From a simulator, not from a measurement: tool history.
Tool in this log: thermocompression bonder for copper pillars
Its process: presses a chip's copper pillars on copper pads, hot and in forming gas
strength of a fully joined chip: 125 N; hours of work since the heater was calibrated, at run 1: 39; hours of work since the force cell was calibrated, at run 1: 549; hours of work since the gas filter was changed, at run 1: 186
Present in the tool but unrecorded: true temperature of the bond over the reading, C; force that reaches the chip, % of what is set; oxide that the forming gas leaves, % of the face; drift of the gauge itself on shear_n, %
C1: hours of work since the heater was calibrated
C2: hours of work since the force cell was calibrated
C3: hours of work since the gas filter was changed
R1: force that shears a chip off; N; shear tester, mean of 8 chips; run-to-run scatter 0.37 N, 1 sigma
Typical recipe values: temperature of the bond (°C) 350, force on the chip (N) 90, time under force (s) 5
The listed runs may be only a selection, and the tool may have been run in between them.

Run 1, hour 0.0: usual settings; C1 39; C2 549; C3 186. Result: R1 81.6 N.
Run 2, hour 38.5: usual settings; C1 59; C2 569; C3 205. Result: R1 82.4 N.
Run 3, hour 74.7: usual settings but force on the chip (N) 122; C1 78; C2 588; C3 224. Result: R1 99.1 N.
Run 4, hour 92.6: usual settings but force on the chip (N) 122; C1 87; C2 597; C3 233. Result: R1 99.0 N.
Run 5, hour 112.3: usual settings but force on the chip (N) 122; C1 97; C2 607; C3 243. Result: R1 98.0 N.
Run 6, hour 147.2: usual settings but temperature of the bond (°C) 372; C1 115; C2 625; C3 261. Result: R1 95.0 N.
At hour 152.0: heater calibrated with a thermocouple chip.
Run 7, hour 171.1: usual settings but temperature of the bond (°C) 337, force on the chip (N) 105, time under force (s) 6; C1 10; C2 636; C3 272. Result: R1 86.1 N.
Run 8, hour 204.4: usual settings but temperature of the bond (°C) 343, force on the chip (N) 110, time under force (s) 7; C1 27; C2 653; C3 289. Result: R1 96.2 N.
Run 9, hour 224.5: usual settings but temperature of the bond (°C) 343, force on the chip (N) 110, time under force (s) 7; C1 37; C2 663; C3 300. Result: R1 94.5 N.
Run 10, hour 254.7: usual settings but temperature of the bond (°C) 330, force on the chip (N) 127, time under force (s) 3; C1 53; C2 679; C3 315. Result: R1 78.4 N.
Run 11, hour 277.9: usual settings but temperature of the bond (°C) 322; C1 65; C2 691; C3 327. Result: R1 62.6 N.
Run 12, hour 302.1: usual settings but temperature of the bond (°C) 347, force on the chip (N) 70, time under force (s) 9; C1 77; C2 703; C3 339. Result: R1 77.4 N.

What if the next run were any one of these 4? Each begins from the tool's condition after run 12:
Run A, hour 330.3: usual settings but temperature of the bond (°C) 343, force on the chip (N) 99; C1 91; C2 718; C3 354. Result: R1 ?.
Run B, hour 330.3: usual settings but temperature of the bond (°C) 377; C1 91; C2 718; C3 354. Result: R1 ?.
Run C, hour 330.3: usual settings but temperature of the bond (°C) 353, time under force (s) 4; C1 91; C2 718; C3 354. Result: R1 ?.
Run D, hour 330.3: usual settings but temperature of the bond (°C) 352, force on the chip (N) 70, time under force (s) 11; C1 91; C2 718; C3 354. Result: R1 ?.

run    R1
  A  82.0
  B  96.3
  C  77.7
  D  83.7
Had the tool no hidden state, the same runs would have come out as:
run    R1
  A  84.2
  B  99.6
  C  79.7
  D  86.0
